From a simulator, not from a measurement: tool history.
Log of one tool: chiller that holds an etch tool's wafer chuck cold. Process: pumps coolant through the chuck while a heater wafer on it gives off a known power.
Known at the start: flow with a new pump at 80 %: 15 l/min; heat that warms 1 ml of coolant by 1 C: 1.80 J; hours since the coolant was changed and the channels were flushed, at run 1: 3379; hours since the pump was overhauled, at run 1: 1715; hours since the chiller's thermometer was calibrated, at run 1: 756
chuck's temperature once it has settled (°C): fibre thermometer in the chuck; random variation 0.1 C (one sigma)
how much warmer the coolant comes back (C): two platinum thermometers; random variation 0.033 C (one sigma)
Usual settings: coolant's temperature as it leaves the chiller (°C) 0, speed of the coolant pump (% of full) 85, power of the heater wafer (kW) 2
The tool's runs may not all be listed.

run     day  coolant's temperature as it leaves the chiller (°C)  speed of the coolant pump (% of full)  power of the heater wafer (kW)  hours since the coolant was changed and the channels were flushed  hours since the pump was overhauled  hours since the chiller's thermometer was calibrated  chuck's temperature once it has settled (°C)  how much warmer the coolant comes back (C)
  1       0                                                    0                                     85                               2                                                               3379                                 1715                                                   756                                          12.6                                        4.21
  2   1.212                                                    0                                     73                               2                                                               3408                                 1744                                                   785                                          14.1                                         4.9
  3   2.079                                                    0                                     73                               2                                                               3429                                 1765                                                   806                                          14.1                                        4.97
  4   3.762                                                    0                                     73                               2                                                               3469                                 1805                                                   846                                          14.1                                        4.98
  5   5.617                                                    0                                     87                               2                                                               3514                                 1850                                                   891                                          12.3                                        4.08
  6   6.592                                                    0                                     89                               2                                                               3537                                 1873                                                   914                                          12.1                                        4.01
  7    8.25                                                    0                                     89                               2                                                               3577                                 1913                                                   954                                          12.1                                        3.96
  8    9.15                                                    0                                     85                               2                                                               3598                                 1935                                                   975                                          12.4                                         4.2
  9  10.179                                                    0                                     85                               2                                                               3623                                 1959                                                  1000                                          12.7                                        4.16
 10  11.088                                                    0                                     85                               2                                                               3645                                 1981                                                  1022                                          12.6                                        4.19
 11    11.9                                                    0                                     91                               2                                                               3664                                 2001                                                  1041                                            12                                        3.84
 12  12.871                                                    4                                     91                               2                                                               3688                                 2024                                                  1065                                          15.9                                         3.9
 13      14                                                    0                                     63                               2                                                               3715                                 2051                                                  1092                                            16                                        5.75
 14   15.85                                                    0                                     61                               2                                                               3759                                 2095                                                  1136                                          16.5                                        5.95
 15  16.992                                                    0                                     96                               2                                                               3787                                 2123                                                  1164                                          11.3                                        3.65
 16  18.533                                                    0                                     96                           1.443                                                               3824                                 2160                                                  1201                                           8.1                                        2.63
 17      20                                                    0                                     96                           1.443                                                               3859                                 2195                                                  1236                                           8.2                                        2.67
 18  21.808                                                    7                                     92                               2                                                               3902                                 2238                                                  1279                                          18.8                                        3.91
 19  23.729                                                   -4                                     77                               2                                                               3948                                 2285                                                  1325                                           9.5                                        4.63
 20  24.583                                                   -4                                     72                           1.614                                                               3969                                 2305                                                  1346                                           7.6                                         4.1
 21  26.571                                                    0                                     80                           2.231                                                               4017                                 2353                                                  1393                                          14.8                                        4.95
 22  27.517                                                    0                                     80                           2.231                                                               4039                                 2376                                                  1416                                          14.8                                        4.96
 23  29.029                                                    0                                     80                           2.231                                                               4076                                 2412                                                  1452                                          14.6                                        4.98
 24  30.038                                                   -9                                     74                           1.659                                                               4100                                 2436                                                  1477                                           2.6                                        4.01
 25  31.896                                                   -9                                     74                           1.659                                                               4144                                 2481                                                  1521                                           2.7                                        3.97
 26   32.75                                                    0                                     85                           1.041                                                               4165                                 2501                                                  1542                                           6.4                                        2.13
 27  34.629                                                    8                                     85                           2.033                                                               4210                                 2546                                                  1587                                          20.8                                        4.23
 28  35.512                                                    4                                     92                           1.104                                                               4231                                 2567                                                  1608                                          10.6                                        2.12
 29  36.592                                                    0                                     79                               2                                                               4257                                 2593                                                  1634                                          13.3                                        4.56
 30  38.196                                                    0                                     84                           1.419                                                               4296                                 2632                                                  1672                                             9                                           3
 31  39.638                                                    0                                     69                           1.809                                                               4330                                 2666                                                  1707                                          13.5                                        4.69
 32  41.471                                                    9                                     87                           1.864                                                               4374                                 2710                                                  1751                                          20.3                                        3.77

Forecast each of these 4 alternatives for the next run:
  A  42.954                                                    4                                     85                           1.597                                                               4410                                 2746                                                  1787                                             ?                                           ?
  B  42.954                                                    2                                     85                               2                                                               4410                                 2746                                                  1787                                             ?                                           ?
  C  42.954                                                   -9                                     90                               2                                                               4410                                 2746                                                  1787                                             ?                                           ?
  D  42.954                                                   -7                                     73                           2.453                                                               4410                                 2746                                                  1787                                             ?                                           ?

run  chuck's temperature once it has settled (°C)  how much warmer the coolant comes back (C)
  A                                          13.9                                        3.34
  B                                          14.6                                        4.17
  C                                             3                                        3.93
  D                                          10.6                                        6.05
Without the tool's hidden state the same runs would have given:
run  chuck's temperature once it has settled (°C)  how much warmer the coolant comes back (C)
  A                                          13.9                                        3.34
  B                                          14.6                                        4.16
  C                                             3                                        3.92
  D                                          10.6                                        6.05
